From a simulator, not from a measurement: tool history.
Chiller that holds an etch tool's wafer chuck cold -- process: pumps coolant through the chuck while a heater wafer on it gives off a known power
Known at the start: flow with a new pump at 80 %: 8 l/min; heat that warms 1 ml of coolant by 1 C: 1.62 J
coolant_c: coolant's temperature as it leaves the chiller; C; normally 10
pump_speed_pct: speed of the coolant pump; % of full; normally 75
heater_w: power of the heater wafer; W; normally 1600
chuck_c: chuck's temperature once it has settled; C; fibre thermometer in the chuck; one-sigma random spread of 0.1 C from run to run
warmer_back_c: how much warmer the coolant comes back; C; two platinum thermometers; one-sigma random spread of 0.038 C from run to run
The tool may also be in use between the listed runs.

run      day  coolant_c  pump_speed_pct  heater_w  chuck_c  warmer_back_c
  1    0.000         10              75      1600     25.4           8.18
  2    2.367         10              75      1600     25.3           8.16
  3    7.042         10              75      1600     25.4           8.22
  4    9.912         10              62      1600     28.2          10.12
      10.392  -- chiller's thermometer calibrated
  5   14.242         15              75      1600     29.8           8.12
  6   18.329         15              75      1600     29.9           8.21
  7   21.442         10              75      1600     24.9           8.25
  8   23.938         10              75      1600     25.1           8.18
  9   28.938         10              75      1600     25.2           8.19
 10   33.500         10              75      1600     25.0           8.14
 11   36.558         10              75      1600     25.0           8.26
 12   40.079         10              75      1600     25.2           8.24
 13   43.175         10              75      1600     25.3           8.17
 14   46.417         14              75      1600     29.2           8.18
 15   51.154         14              68      1600     30.7           9.16
 16   53.742         14              67      1600     30.9           9.38
 17   57.054         17              68      1315     30.8           7.52
      57.771  -- coolant pump overhauled
 18   61.458          3             100      1315     13.0           4.92
 19   66.300          1              89      2262     19.9           9.80
      68.650  -- coolant pump overhauled, once more
 20   70.154          1              89      2262     19.6           9.30
 21   73.483         19              75      1377     32.1           6.89
 22   78.275          4              72       993     14.1           5.23
 23   83.142          8              71      1289     21.1           6.96
 24   86.479          8              71      1289     21.0           6.87
 25   89.621          5              79      1600     19.7           7.57
 26   94.204         18              65       924     28.3           5.42
 27   96.708          6              79      1386     18.8           6.63
 28  100.308          9              75      1600     24.7           8.03
 29  104.942         19              84      2195     38.3           9.72
 30  109.279         19              84      1372     31.3           6.08
 31  112.662         19              63      2390     46.4          14.72
 32  116.508         15              75      1206     27.0           6.10

Below, each run's measurement less what the same run would have read without the hidden state. Both values contain the same run-to-run variation, but the gauge's scatter may not be the same in both:
The hidden state here: heat passed by the chuck's channels, % of clean ones'; flow at a given pump speed, % of a new pump's; coolant's true temperature over the reading, C; drift of the gauge itself on chuck_c, C; drift of the gauge itself on warmer_back_c, C.
run  chuck_c  warmer_back_c
  1     +1.8          +0.20
  2     +1.9          +0.21
  3     +1.8          +0.22
  4     +2.2          +0.27
  5     +1.3          +0.23
  6     +1.4          +0.23
  7     +1.4          +0.24
  8     +1.5          +0.24
  9     +1.6          +0.25
 10     +1.6          +0.25
 11     +1.6          +0.26
 12     +1.7          +0.27
 13     +1.7          +0.27
 14     +1.7          +0.27
 15     +2.0          +0.32
 16     +2.0          +0.32
 17     +1.7          +0.27
 18     +1.4          +0.26
 19     +2.7          +0.51
 20     +2.1          +0.08
 21     +1.5          +0.06
 22     +1.2          +0.05
 23     +1.5          +0.07
 24     +1.6          +0.08
 25     +1.9          +0.08
 26     +1.3          +0.07
 27     +1.7          +0.08
 28     +2.1          +0.11
 29     +2.6          +0.13
 30     +1.8          +0.09
 31     +3.7          +0.23
 32     +1.8          +0.09
